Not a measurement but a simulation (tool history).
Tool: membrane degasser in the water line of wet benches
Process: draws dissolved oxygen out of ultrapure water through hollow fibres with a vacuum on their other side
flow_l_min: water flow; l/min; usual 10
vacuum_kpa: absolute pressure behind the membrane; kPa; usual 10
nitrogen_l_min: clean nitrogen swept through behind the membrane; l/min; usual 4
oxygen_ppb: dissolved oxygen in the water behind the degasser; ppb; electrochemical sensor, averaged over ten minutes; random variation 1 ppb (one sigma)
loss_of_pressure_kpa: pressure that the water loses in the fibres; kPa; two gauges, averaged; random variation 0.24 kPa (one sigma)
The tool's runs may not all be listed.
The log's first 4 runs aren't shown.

run,hour,flow_l_min,vacuum_kpa,nitrogen_l_min,hours since the membrane was changed,hours since the vacuum gauge was calibrated,hours since the vacuum lines were made tight,oxygen_ppb,loss_of_pressure_kpa
5,548.7,13,10,1.62,5258,3053,2471,259.1,81.76
6,643.2,10,10.7,4,5353,3148,2565,113.1,62.86
7,761.1,10,10,4,5471,3266,2683,108.4,62.78
8,966.2,10,12.4,4,5676,3471,2888,126.5,63.16
9,1090.1,10,12.4,4,5800,3595,3012,126.1,63.36
10,1218.5,10,12.4,4,5928,3723,3140,124.2,62.86
11,1426.1,10,10,10.06,6136,3931,3348,86.5,63.38
12,1584.3,10,10,10.06,6294,4089,3506,85.1,63.15
13,1718.6,10,10,10.06,6428,4223,3640,85.5,63.7
14,1847.6,10,10,2.52,6557,4352,3769,136.6,63.5
15,1997.9,10,10,2.52,6708,4503,3920,137.7,63.66
16,2142.5,10,10,2.52,6852,4647,4064,137.4,63.07
# hour 2258.3: vacuum gauge calibrated
17,2288.9,10,10,2.52,6998,31,4210,134.5,63.25
18,2422.2,6,7.3,2.15,7131,164,4344,43,38.26

Forecast run 19:
19,2628.2,6,13.3,2.15,7337,370,4550,?,?

{"run 19": {"oxygen_ppb": 85.5, "loss_of_pressure_kpa": 38.09}}
Without the tool's hidden state the same run would have given oxygen_ppb 79.1 ppb, loss_of_pressure_kpa 36.77 kPa.
